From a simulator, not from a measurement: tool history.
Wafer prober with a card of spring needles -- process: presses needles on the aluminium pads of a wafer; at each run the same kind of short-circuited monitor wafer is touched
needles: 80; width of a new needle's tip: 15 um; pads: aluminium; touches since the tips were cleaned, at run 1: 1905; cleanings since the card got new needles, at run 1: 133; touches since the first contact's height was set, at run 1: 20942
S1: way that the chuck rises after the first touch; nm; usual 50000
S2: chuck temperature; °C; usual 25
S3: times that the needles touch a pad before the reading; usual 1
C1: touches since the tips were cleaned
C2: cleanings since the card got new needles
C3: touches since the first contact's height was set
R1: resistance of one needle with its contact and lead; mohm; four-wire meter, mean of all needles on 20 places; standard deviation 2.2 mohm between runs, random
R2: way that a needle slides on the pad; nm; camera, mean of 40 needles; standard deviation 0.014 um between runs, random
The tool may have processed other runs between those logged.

| run | hour | S1 | S2 | S3 | C1 | C2 | C3 | R1 | R2 |
|---|---|---|---|---|---|---|---|---|---|
| 1 | 0.0 | 50000 | 25 | 1 | 1905 | 133 | 20942 | 280 | 10280 |
|  | 2.0 | tips cleaned on abrasive film |
|  | 5.8 | tips cleaned on abrasive film |
|  | 10.6 | tips cleaned on abrasive film |
|  | 15.3 | tips cleaned on abrasive film |
|  | 20.1 | tips cleaned on abrasive film |
|  | 24.8 | tips cleaned on abrasive film |
|  | 29.6 | tips cleaned on abrasive film |
| 2 | 30.6 | 50000 | 25 | 1 | 720 | 140 | 42739 | 261 | 10280 |
|  | 33.5 | tips cleaned on abrasive film |
|  | 38.2 | tips cleaned on abrasive film |
|  | 43.0 | tips cleaned on abrasive film |
| 3 | 45.3 | 50000 | 54 | 1 | 1686 | 143 | 53256 | 286 | 10230 |
|  | 47.3 | tips cleaned on abrasive film |
|  | 52.0 | tips cleaned on abrasive film |
|  | 56.8 | tips cleaned on abrasive film |
|  | 60.6 | tips cleaned on abrasive film |
|  | 64.5 | tips cleaned on abrasive film |
|  | 65.7 | height of the first contact set anew |
|  | 69.5 | tips cleaned on abrasive film |
| 4 | 71.8 | 50000 | 54 | 1 | 1642 | 149 | 4362 | 279 | 10340 |
|  | 73.7 | tips cleaned on abrasive film |
|  | 78.5 | tips cleaned on abrasive film |
|  | 82.3 | tips cleaned on abrasive film |
|  | 86.2 | tips cleaned on abrasive film |
|  | 90.0 | tips cleaned on abrasive film |
| 5 | 91.0 | 50000 | 54 | 1 | 734 | 154 | 18014 | 274 | 10300 |
|  | 93.9 | tips cleaned on abrasive film |
|  | 97.7 | tips cleaned on abrasive film |
|  | 102.5 | tips cleaned on abrasive film |
|  | 106.3 | tips cleaned on abrasive film |
|  | 111.1 | tips cleaned on abrasive film |
|  | 115.9 | tips cleaned on abrasive film |
| 6 | 116.3 | 50000 | 79 | 1 | 301 | 160 | 36002 | 267 | 10280 |
|  | 120.1 | tips cleaned on abrasive film |
|  | 123.9 | tips cleaned on abrasive film |
|  | 128.7 | tips cleaned on abrasive film |
| 7 | 129.1 | 50000 | 63 | 1 | 288 | 163 | 45128 | 271 | 10230 |
|  | 132.9 | tips cleaned on abrasive film |
|  | 137.7 | tips cleaned on abrasive film |
|  | 142.4 | tips cleaned on abrasive film |
|  | 147.2 | tips cleaned on abrasive film |
| 8 | 150.5 | 50000 | 63 | 1 | 2389 | 167 | 60435 | 294 | 10220 |
|  | 151.5 | tips cleaned on abrasive film |
|  | 155.3 | tips cleaned on abrasive film |
|  | 160.1 | tips cleaned on abrasive film |
|  | 160.4 | height of the first contact set anew |
|  | 164.2 | tips cleaned on abrasive film |
| 9 | 166.1 | 50000 | 63 | 1 | 1372 | 171 | 4092 | 285 | 10350 |
|  | 168.1 | tips cleaned on abrasive film |
|  | 172.9 | tips cleaned on abrasive film |
|  | 176.7 | tips cleaned on abrasive film |
|  | 180.5 | tips cleaned on abrasive film |
|  | 185.3 | tips cleaned on abrasive film |
|  | 189.1 | tips cleaned on abrasive film |
|  | 193.9 | tips cleaned on abrasive film |
| 10 | 194.0 | 64000 | 25 | 1 | 75 | 178 | 23890 | 247 | 13200 |
|  | 197.8 | tips cleaned on abrasive film |
|  | 201.6 | tips cleaned on abrasive film |
|  | 205.5 | tips cleaned on abrasive film |
|  | 210.2 | tips cleaned on abrasive film |
|  | 214.1 | tips cleaned on abrasive film |
| 11 | 216.9 | 50000 | 25 | 1 | 2086 | 183 | 40260 | 285 | 10250 |
|  | 217.9 | tips cleaned on abrasive film |
|  | 221.8 | tips cleaned on abrasive film |
|  | 226.5 | tips cleaned on abrasive film |
|  | 230.4 | tips cleaned on abrasive film |
| 12 | 232.9 | 50000 | 25 | 3 | 1854 | 187 | 51628 | 260 | 10220 |
|  | 234.9 | tips cleaned on abrasive film |
|  | 238.7 | tips cleaned on abrasive film |
|  | 243.5 | tips cleaned on abrasive film |
|  | 248.2 | tips cleaned on abrasive film |
|  | 253.0 | tips cleaned on abrasive film |
|  | 255.2 | height of the first contact set anew |
|  | 258.1 | tips cleaned on abrasive film |
| 13 | 258.9 | 50000 | 25 | 3 | 611 | 193 | 2652 | 251 | 10340 |

Predict the results of run 14:
|  | 262.7 | tips cleaned on abrasive film |
|  | 266.6 | tips cleaned on abrasive film |
|  | 270.4 | tips cleaned on abrasive film |
|  | 275.1 | tips cleaned on abrasive film |
|  | 279.9 | tips cleaned on abrasive film |
|  | 284.3 | tips cleaned on abrasive film |
| 14 | 284.3 | 50000 | 25 | 3 | 0 | 199 | 20757 | ? | ? |

For run 14 the tool returned R1 242 mohm, R2 10270 nm.
If the tool had no hidden condition, the same run with the same run-to-run variation would have returned R1 238 mohm, R2 10330 nm.
